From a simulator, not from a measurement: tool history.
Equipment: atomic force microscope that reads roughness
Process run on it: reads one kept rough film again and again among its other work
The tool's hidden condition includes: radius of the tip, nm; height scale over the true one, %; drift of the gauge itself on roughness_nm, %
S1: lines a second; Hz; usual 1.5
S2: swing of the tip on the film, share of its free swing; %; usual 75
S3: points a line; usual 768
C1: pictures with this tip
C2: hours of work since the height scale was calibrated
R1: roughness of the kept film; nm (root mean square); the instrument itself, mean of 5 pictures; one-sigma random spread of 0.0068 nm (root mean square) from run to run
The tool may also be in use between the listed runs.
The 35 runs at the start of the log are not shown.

run	day	S1	S2	S3	C1	C2	R1
36	36	1.5	89	279	160	864	1.105
37	37.308	1.5	73	768	216	880	1.164
38	38.392	1.5	73	768	263	894	1.12
# day 38.696: new tip fitted
39	39.088	2.09	73	587	17	902	1.351
40	40.383	2.09	73	587	73	918	1.283
41	41.2	2.09	73	587	108	929	1.239
42	41.921	1.5	65	505	139	937	1.259
43	42.738	1.23	65	684	174	948	1.24

Branching from run 43: 5 alternative next runs. What would each branch give?
A	44.008	1.5	70	743	229	963	?
B	44.008	3.62	65	583	229	963	?
C	44.008	0.56	67	751	229	963	?
D	44.008	0.51	71	868	229	963	?
E	44.008	1.5	56	768	229	963	?

run	R1
A	1.15
B	1.102
C	1.198
D	1.203
E	1.185
Without the tool's unlogged condition, the same runs would have read:
run	R1
A	1.408
B	1.349
C	1.466
D	1.471
E	1.452

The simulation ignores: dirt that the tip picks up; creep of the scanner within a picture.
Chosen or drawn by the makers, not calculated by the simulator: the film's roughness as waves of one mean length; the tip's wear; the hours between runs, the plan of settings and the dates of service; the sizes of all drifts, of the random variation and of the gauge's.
